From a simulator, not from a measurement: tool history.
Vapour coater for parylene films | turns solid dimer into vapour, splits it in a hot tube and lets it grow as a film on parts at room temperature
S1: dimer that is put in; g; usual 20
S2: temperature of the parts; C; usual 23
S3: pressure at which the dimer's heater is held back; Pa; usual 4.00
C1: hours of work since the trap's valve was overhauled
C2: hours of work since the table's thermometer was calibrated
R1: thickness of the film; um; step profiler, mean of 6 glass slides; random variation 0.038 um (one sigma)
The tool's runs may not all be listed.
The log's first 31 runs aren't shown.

run      day  S1  S2     S3   C1    C2    R1
 32   66.583  20  23   7.35  298   898  3.51
      69.750  -- trap's valve overhauled
 33   69.750   9  23   5.04    0   947  1.74
 34   71.717   9  23   5.04   32   979  1.74
 35   74.775   9  23   5.04   82  1029  1.67
 36   77.288  22  18   4.28  123  1069  5.20
 37   79.425  22  18   4.28  157  1104  5.11
 38   82.421  19  19   3.62  206  1153  4.41
 39   84.350  21  18   2.78  237  1184  5.35
 40   86.938  14  18   3.89  279  1226  3.37
 41   89.138  18  23   3.89  315  1262  3.54
 42   90.688  18  23   3.89  340  1287  3.61
      91.208  -- trap's valve overhauled
 43   92.150  35  23   3.89   15  1308  7.19
      93.783  -- table's thermometer calibrated
 44   94.238  15  32  11.22   49     7  1.74
 45   96.488  12  16  11.22   85    44  2.36
 46   98.304  10  16   7.38  115    73  2.17
 47  101.188   8  26   3.04  162   120  1.56

3 ways to go on from here, each from the tool as it stands after run 47. What would each give?
  A  104.188   8  31  2.22  210  169   ?
  B  104.188   8  22  3.04  210  169   ?
  C  104.188  13  26  3.04  210  169   ?

run    R1
  A  1.40
  B  1.78
  C  2.52
Without the tool's hidden state the same runs would have given:
run    R1
  A  1.41
  B  1.79
  C  2.53
